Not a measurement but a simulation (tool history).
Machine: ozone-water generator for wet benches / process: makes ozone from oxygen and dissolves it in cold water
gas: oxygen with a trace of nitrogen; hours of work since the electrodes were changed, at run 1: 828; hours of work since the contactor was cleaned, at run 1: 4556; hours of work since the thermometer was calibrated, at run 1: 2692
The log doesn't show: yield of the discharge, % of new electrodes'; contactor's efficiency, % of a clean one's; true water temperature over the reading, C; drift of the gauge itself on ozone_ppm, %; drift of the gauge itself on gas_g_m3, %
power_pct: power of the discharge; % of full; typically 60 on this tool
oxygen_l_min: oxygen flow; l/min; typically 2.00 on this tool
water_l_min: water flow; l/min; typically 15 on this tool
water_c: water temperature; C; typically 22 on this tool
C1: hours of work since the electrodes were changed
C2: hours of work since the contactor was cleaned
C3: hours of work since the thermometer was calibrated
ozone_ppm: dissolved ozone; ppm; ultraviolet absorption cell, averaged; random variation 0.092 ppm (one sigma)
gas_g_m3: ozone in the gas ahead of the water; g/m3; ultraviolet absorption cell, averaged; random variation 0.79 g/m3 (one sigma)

run 1 hour=0.0 | power_pct=60 oxygen_l_min=2.00 water_l_min=15 water_c=22 | C1=828 C2=4556 C3=2692 | ozone_ppm=7.02 gas_g_m3=119.6
run 2 hour=199.6 | power_pct=60 oxygen_l_min=2.00 water_l_min=15 water_c=22 | C1=960 C2=4688 C3=2824 | ozone_ppm=6.95 gas_g_m3=119.4
run 3 hour=347.2 | power_pct=60 oxygen_l_min=2.00 water_l_min=15 water_c=22 | C1=1058 C2=4786 C3=2922 | ozone_ppm=6.76 gas_g_m3=120.1
run 4 hour=533.1 | power_pct=60 oxygen_l_min=2.00 water_l_min=15 water_c=22 | C1=1181 C2=4909 C3=3045 | ozone_ppm=6.84 gas_g_m3=119.5
run 5 hour=679.0 | power_pct=60 oxygen_l_min=2.00 water_l_min=15 water_c=22 | C1=1278 C2=5006 C3=3142 | ozone_ppm=6.98 gas_g_m3=119.7
run 6 hour=796.3 | power_pct=60 oxygen_l_min=2.00 water_l_min=15 water_c=22 | C1=1356 C2=5084 C3=3220 | ozone_ppm=6.96 gas_g_m3=119.0
run 7 hour=996.4 | power_pct=60 oxygen_l_min=2.00 water_l_min=15 water_c=22 | C1=1488 C2=5216 C3=3352 | ozone_ppm=6.76 gas_g_m3=117.9
run 8 hour=1146.0 | power_pct=60 oxygen_l_min=2.00 water_l_min=15 water_c=22 | C1=1587 C2=5315 C3=3451 | ozone_ppm=6.82 gas_g_m3=117.6
run 9 hour=1292.9 | power_pct=60 oxygen_l_min=2.00 water_l_min=15 water_c=22 | C1=1684 C2=5413 C3=3548 | ozone_ppm=6.76 gas_g_m3=118.9
-- hour=1362.3 contactor cleaned
run 10 hour=1386.9 | power_pct=60 oxygen_l_min=2.00 water_l_min=15 water_c=22 | C1=1744 C2=16 C3=3608 | ozone_ppm=7.29 gas_g_m3=118.0
-- hour=1404.8 water thermometer calibrated
run 11 hour=1550.1 | power_pct=60 oxygen_l_min=2.00 water_l_min=15 water_c=22 | C1=1852 C2=124 C3=96 | ozone_ppm=7.20 gas_g_m3=116.9
run 12 hour=1691.3 | power_pct=60 oxygen_l_min=2.00 water_l_min=15 water_c=22 | C1=1945 C2=218 C3=190 | ozone_ppm=7.14 gas_g_m3=117.2
run 13 hour=1803.3 | power_pct=60 oxygen_l_min=2.00 water_l_min=15 water_c=22 | C1=2020 C2=292 C3=264 | ozone_ppm=7.19 gas_g_m3=117.6
run 14 hour=1991.1 | power_pct=60 oxygen_l_min=2.00 water_l_min=15 water_c=22 | C1=2144 C2=416 C3=388 | ozone_ppm=7.17 gas_g_m3=116.7
run 15 hour=2162.0 | power_pct=60 oxygen_l_min=2.00 water_l_min=15 water_c=22 | C1=2257 C2=529 C3=502 | ozone_ppm=7.14 gas_g_m3=116.4
run 16 hour=2320.8 | power_pct=54 oxygen_l_min=2.79 water_l_min=16 water_c=22 | C1=2362 C2=635 C3=607 | ozone_ppm=6.08 gas_g_m3=86.1
run 17 hour=2460.6 | power_pct=82 oxygen_l_min=2.47 water_l_min=23 water_c=22 | C1=2455 C2=727 C3=699 | ozone_ppm=5.77 gas_g_m3=131.7
run 18 hour=2598.6 | power_pct=98 oxygen_l_min=1.52 water_l_min=9 water_c=18 | C1=2546 C2=819 C3=791 | ozone_ppm=18.26 gas_g_m3=205.7
run 19 hour=2739.1 | power_pct=98 oxygen_l_min=1.52 water_l_min=9 water_c=18 | C1=2639 C2=912 C3=884 | ozone_ppm=18.23 gas_g_m3=204.7
run 20 hour=2836.3 | power_pct=73 oxygen_l_min=2.00 water_l_min=15 water_c=21 | C1=2704 C2=976 C3=948 | ozone_ppm=8.38 gas_g_m3=134.4
run 21 hour=2962.7 | power_pct=71 oxygen_l_min=1.02 water_l_min=12 water_c=28 | C1=2788 C2=1060 C3=1032 | ozone_ppm=9.22 gas_g_m3=203.6
run 22 hour=3108.9 | power_pct=71 oxygen_l_min=1.02 water_l_min=12 water_c=28 | C1=2884 C2=1157 C3=1129 | ozone_ppm=9.26 gas_g_m3=200.8
run 23 hour=3295.7 | power_pct=69 oxygen_l_min=1.22 water_l_min=12 water_c=28 | C1=3008 C2=1280 C3=1252 | ozone_ppm=9.23 gas_g_m3=175.7
run 24 hour=3464.8 | power_pct=60 oxygen_l_min=2.00 water_l_min=15 water_c=15 | C1=3120 C2=1392 C3=1364 | ozone_ppm=7.17 gas_g_m3=113.5
run 25 hour=3614.5 | power_pct=60 oxygen_l_min=2.00 water_l_min=15 water_c=15 | C1=3219 C2=1491 C3=1464 | ozone_ppm=7.42 gas_g_m3=113.1
run 26 hour=3770.8 | power_pct=47 oxygen_l_min=1.36 water_l_min=12 water_c=15 | C1=3323 C2=1595 C3=1567 | ozone_ppm=7.55 gas_g_m3=118.8
run 27 hour=3880.7 | power_pct=60 oxygen_l_min=2.00 water_l_min=15 water_c=24 | C1=3396 C2=1668 C3=1640 | ozone_ppm=6.65 gas_g_m3=112.5

Subtracting, for every run, the result it would have given without the tool's unlogged condition from the measured result gives the following. The same run-to-run variation enters both numbers; the gauge's scatter may not:
run=1 ozone_ppm=-0.72 gas_g_m3=-2.7
run=2 ozone_ppm=-0.76 gas_g_m3=-3.0
run=3 ozone_ppm=-0.78 gas_g_m3=-3.3
run=4 ozone_ppm=-0.81 gas_g_m3=-3.6
run=5 ozone_ppm=-0.84 gas_g_m3=-4.0
run=6 ozone_ppm=-0.87 gas_g_m3=-4.2
run=7 ozone_ppm=-0.90 gas_g_m3=-4.5
run=8 ozone_ppm=-0.93 gas_g_m3=-4.8
run=9 ozone_ppm=-0.96 gas_g_m3=-5.1
run=10 ozone_ppm=-0.39 gas_g_m3=-5.3
run=11 ozone_ppm=-0.39 gas_g_m3=-5.6
run=12 ozone_ppm=-0.42 gas_g_m3=-5.9
run=13 ozone_ppm=-0.43 gas_g_m3=-6.1
run=14 ozone_ppm=-0.47 gas_g_m3=-6.5
run=15 ozone_ppm=-0.50 gas_g_m3=-6.8
run=16 ozone_ppm=-0.42 gas_g_m3=-4.7
run=17 ozone_ppm=-0.59 gas_g_m3=-11.1
run=18 ozone_ppm=-2.05 gas_g_m3=-20.6
run=19 ozone_ppm=-2.13 gas_g_m3=-21.1
run=20 ozone_ppm=-0.86 gas_g_m3=-11.3
run=21 ozone_ppm=-0.97 gas_g_m3=-17.3
run=22 ozone_ppm=-1.00 gas_g_m3=-17.7
run=23 ozone_ppm=-1.03 gas_g_m3=-15.8
run=24 ozone_ppm=-0.81 gas_g_m3=-9.3
run=25 ozone_ppm=-0.84 gas_g_m3=-9.6
run=26 ozone_ppm=-0.70 gas_g_m3=-7.9
run=27 ozone_ppm=-0.82 gas_g_m3=-10.2

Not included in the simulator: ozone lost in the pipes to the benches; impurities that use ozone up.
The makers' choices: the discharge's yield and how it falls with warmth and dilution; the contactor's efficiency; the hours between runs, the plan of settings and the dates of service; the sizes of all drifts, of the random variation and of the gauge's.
